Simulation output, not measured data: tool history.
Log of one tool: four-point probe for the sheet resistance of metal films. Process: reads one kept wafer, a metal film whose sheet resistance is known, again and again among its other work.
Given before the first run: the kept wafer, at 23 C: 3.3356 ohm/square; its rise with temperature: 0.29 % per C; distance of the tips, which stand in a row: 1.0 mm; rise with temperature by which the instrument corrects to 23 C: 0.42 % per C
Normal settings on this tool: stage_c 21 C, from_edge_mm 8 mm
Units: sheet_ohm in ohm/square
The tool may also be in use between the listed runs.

run,hour,stage_c,from_edge_mm,sheet_ohm
1,0,21,8,3.367658
2,36.1,21,8,3.367262
3,65.8,21,8,3.367184
4,101.5,21,8,3.36668
5,130.2,21,8,3.367164
6,172.5,21,8,3.366878
7,209.6,21,8,3.367843
8,235.3,21,8,3.368738
9,264.9,21,8,3.367795
10,306.6,21,8,3.367444
11,344.7,21,8,3.367495
12,386.2,33,8,3.318898
13,412.6,32,54,3.295049
14,441.5,33,20,3.296231
15,467,19,13,3.360539
16,491.3,24,9,3.348994
17,516.2,24,9,3.350877
18,554.1,29,14,3.315373
19,599.2,25,22,3.32648
20,642,21,41,3.341297
21,663.6,21,72,3.342504
22,690.7,21,72,3.341666
23,730.9,21,72,3.341826

5 ways to go on from here, each from the tool as it stands after run 23. What would each give?
A,772.9,28,29,?
B,772.9,19,56,?
C,772.9,20,6,?
D,772.9,21,50,?
E,772.9,34,8,?

run,sheet_ohm
A,3.313994
B,3.350742
C,3.394862
D,3.34258
E,3.313707
Without the tool's hidden state the same runs would have given:
run,sheet_ohm
A,3.316617
B,3.353496
C,3.397642
D,3.345305
E,3.316266
